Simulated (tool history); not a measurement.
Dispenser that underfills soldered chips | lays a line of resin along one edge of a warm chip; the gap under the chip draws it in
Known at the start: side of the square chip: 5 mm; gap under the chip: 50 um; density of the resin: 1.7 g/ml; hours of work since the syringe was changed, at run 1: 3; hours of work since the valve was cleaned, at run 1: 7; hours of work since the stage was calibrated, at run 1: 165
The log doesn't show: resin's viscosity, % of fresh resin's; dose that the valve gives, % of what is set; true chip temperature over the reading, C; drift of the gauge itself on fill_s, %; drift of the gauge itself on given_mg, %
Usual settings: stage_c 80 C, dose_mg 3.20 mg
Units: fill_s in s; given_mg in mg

run,day,stage_c,dose_mg,hours of work since the syringe was changed,hours of work since the valve was cleaned,hours of work since the stage was calibrated,fill_s,given_mg
1,0.000,80,3.20,3,7,165,40.7,3.18
# day 0.196: new syringe of resin
2,0.296,89,3.20,2,12,171,26.5,3.21
# day 0.542: new syringe of resin
3,0.662,83,3.20,2,19,177,35.0,3.20
# day 0.879: new syringe of resin
4,0.879,83,3.68,0,23,181,29.1,3.68
# day 1.221: new syringe of resin
5,1.258,81,3.20,1,30,188,32.9,3.16
# day 1.558: new syringe of resin
6,1.612,81,3.20,1,36,195,33.7,3.18
7,1.808,83,3.20,5,40,198,42.6,3.14
# day 1.888: new syringe of resin
8,2.050,83,3.20,3,44,203,36.6,3.15
# day 2.242: new syringe of resin
9,2.242,75,3.20,0,48,206,41.2,3.16
# day 2.567: new syringe of resin
10,2.583,80,3.20,0,54,212,33.8,3.15
# day 2.908: new syringe of resin
11,3.021,80,3.20,2,62,220,38.4,3.16
# day 3.267: new syringe of resin
12,3.358,80,3.17,2,68,227,38.0,3.09
# day 3.612: new syringe of resin
13,3.721,80,3.17,2,75,233,38.4,3.09
# day 3.946: new syringe of resin
14,4.038,80,3.17,2,81,239,38.3,3.08
# day 4.288: new syringe of resin
15,4.379,80,3.17,2,87,245,37.7,3.14
# day 4.617: new syringe of resin
16,4.804,88,3.63,4,95,253,31.5,3.53
# day 4.954: new syringe of resin
17,5.029,91,3.27,1,99,257,23.9,3.19
# day 5.279: new syringe of resin
18,5.417,91,3.27,3,106,264,26.6,3.13
# day 5.625: new syringe of resin
19,5.629,73,4.04,0,110,268,43.4,3.88
20,5.846,73,4.04,4,114,272,60.3,3.92
# day 5.975: new syringe of resin
21,6.229,73,4.04,5,121,279,65.2,3.85
# day 6.317: new syringe of resin
22,6.625,73,4.04,6,128,286,68.2,3.89
# day 6.662: new syringe of resin
23,6.938,73,4.01,5,134,292,67.4,3.84
# day 7.017: new syringe of resin
24,7.254,77,2.96,4,140,298,56.4,2.83
# day 7.375: new syringe of resin
25,7.583,87,3.06,4,146,304,34.4,2.91
# day 7.712: new syringe of resin
# day 7.754: dispensing valve cleaned and set on the balance
26,7.917,88,3.16,3,3,309,31.3,3.13
# day 8.104: new syringe of resin
27,8.225,85,2.85,2,9,315,33.1,2.84
# day 8.454: new syringe of resin
28,8.658,65,3.95,4,17,323,86.3,3.93
# day 8.796: new syringe of resin
29,9.075,86,2.98,5,24,330,40.4,2.98
# day 9.158: new syringe of resin
30,9.462,86,2.98,6,31,337,42.4,2.97

Forecast each of these 3 alternatives for the next run:
# day 9.508: new syringe of resin
# day 9.842: new syringe of resin
A,9.862,93,2.78,0,39,345,?,?
# day 9.508: new syringe of resin
# day 9.842: new syringe of resin
B,9.862,77,3.68,0,39,345,?,?
# day 9.508: new syringe of resin
# day 9.842: new syringe of resin
C,9.862,88,3.20,0,39,345,?,?

run,fill_s,given_mg
A,22.0,2.76
B,38.8,3.63
C,25.9,3.14
Without the tool's hidden state the same runs would have given:
run,fill_s,given_mg
A,19.9,2.79
B,35.0,3.69
C,23.5,3.19

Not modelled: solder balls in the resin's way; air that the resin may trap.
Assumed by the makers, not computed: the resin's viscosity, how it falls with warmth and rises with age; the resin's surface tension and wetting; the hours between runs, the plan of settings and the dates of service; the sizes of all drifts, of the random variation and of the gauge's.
